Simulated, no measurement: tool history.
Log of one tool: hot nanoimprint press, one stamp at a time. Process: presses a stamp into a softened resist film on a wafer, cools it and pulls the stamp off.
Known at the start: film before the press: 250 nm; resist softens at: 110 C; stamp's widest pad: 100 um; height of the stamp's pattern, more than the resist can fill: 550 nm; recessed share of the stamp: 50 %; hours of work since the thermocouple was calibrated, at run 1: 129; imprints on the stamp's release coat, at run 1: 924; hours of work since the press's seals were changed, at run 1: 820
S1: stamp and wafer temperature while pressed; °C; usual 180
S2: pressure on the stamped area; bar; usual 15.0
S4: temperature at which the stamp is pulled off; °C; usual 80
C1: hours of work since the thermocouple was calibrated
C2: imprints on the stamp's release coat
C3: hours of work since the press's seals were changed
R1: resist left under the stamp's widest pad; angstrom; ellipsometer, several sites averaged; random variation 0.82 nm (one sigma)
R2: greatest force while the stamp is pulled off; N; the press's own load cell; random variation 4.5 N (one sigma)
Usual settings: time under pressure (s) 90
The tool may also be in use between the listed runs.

run 1 hour=0.0 | S1=180 S2=15.0 time_under_pressure_(s)=90 S4=80 | C1=129 C2=924 C3=820 | R1=1215 R2=234
run 2 hour=34.4 | S1=180 S2=15.0 time_under_pressure_(s)=90 S4=80 | C1=144 C2=970 C3=835 | R1=1216 R2=238
run 3 hour=88.0 | S1=180 S2=15.0 time_under_pressure_(s)=90 S4=80 | C1=166 C2=1041 C3=858 | R1=1210 R2=234
run 4 hour=127.6 | S1=180 S2=15.0 time_under_pressure_(s)=90 S4=80 | C1=183 C2=1093 C3=874 | R1=1204 R2=247
run 5 hour=174.7 | S1=180 S2=15.0 time_under_pressure_(s)=90 S4=80 | C1=203 C2=1155 C3=895 | R1=1207 R2=248
run 6 hour=226.1 | S1=180 S2=15.0 time_under_pressure_(s)=90 S4=80 | C1=225 C2=1223 C3=916 | R1=1197 R2=248
run 7 hour=260.7 | S1=180 S2=13.8 time_under_pressure_(s)=90 S4=80 | C1=240 C2=1269 C3=931 | R1=1240 R2=247
run 8 hour=303.4 | S1=180 S2=13.8 time_under_pressure_(s)=90 S4=80 | C1=258 C2=1326 C3=949 | R1=1241 R2=243
run 9 hour=339.4 | S1=180 S2=15.0 time_under_pressure_(s)=90 S4=80 | C1=273 C2=1373 C3=965 | R1=1199 R2=250
run 10 hour=400.6 | S1=180 S2=15.0 time_under_pressure_(s)=129 S4=80 | C1=300 C2=1454 C3=991 | R1=1048 R2=250
run 11 hour=458.6 | S1=180 S2=15.0 time_under_pressure_(s)=90 S4=80 | C1=324 C2=1531 C3=1015 | R1=1187 R2=258
run 12 hour=517.6 | S1=180 S2=15.0 time_under_pressure_(s)=90 S4=80 | C1=349 C2=1609 C3=1041 | R1=1186 R2=241
run 13 hour=575.9 | S1=180 S2=15.0 time_under_pressure_(s)=90 S4=80 | C1=374 C2=1686 C3=1065 | R1=1177 R2=263
run 14 hour=619.7 | S1=180 S2=15.0 time_under_pressure_(s)=90 S4=80 | C1=393 C2=1744 C3=1084 | R1=1174 R2=261
-- hour=638.6 plate thermocouple calibrated
run 15 hour=659.0 | S1=180 S2=15.0 time_under_pressure_(s)=90 S4=80 | C1=9 C2=1792 C3=1100 | R1=1246 R2=273
run 16 hour=715.5 | S1=180 S2=15.0 time_under_pressure_(s)=90 S4=80 | C1=33 C2=1867 C3=1124 | R1=1257 R2=274
-- hour=778.5 stamp cleaned and given a new release coat
run 17 hour=778.6 | S1=180 S2=14.9 time_under_pressure_(s)=90 S4=86 | C1=57 C2=0 C3=1148 | R1=1263 R2=191
run 18 hour=817.5 | S1=180 S2=14.9 time_under_pressure_(s)=90 S4=86 | C1=74 C2=52 C3=1164 | R1=1244 R2=191
run 19 hour=863.1 | S1=180 S2=10.7 time_under_pressure_(s)=81 S4=80 | C1=93 C2=112 C3=1184 | R1=1490 R2=222

The next listed run, before its measurement:
run 20 hour=924.4 | S1=192 S2=15.0 time_under_pressure_(s)=90 S4=66 | C1=119 C2=193 C3=1210 | R1=? R2=?

Run 20 gave R1 842 angstrom, R2 302 N.
Without the tool's hidden state the same run would have given R1 833 angstrom, R2 296 N.

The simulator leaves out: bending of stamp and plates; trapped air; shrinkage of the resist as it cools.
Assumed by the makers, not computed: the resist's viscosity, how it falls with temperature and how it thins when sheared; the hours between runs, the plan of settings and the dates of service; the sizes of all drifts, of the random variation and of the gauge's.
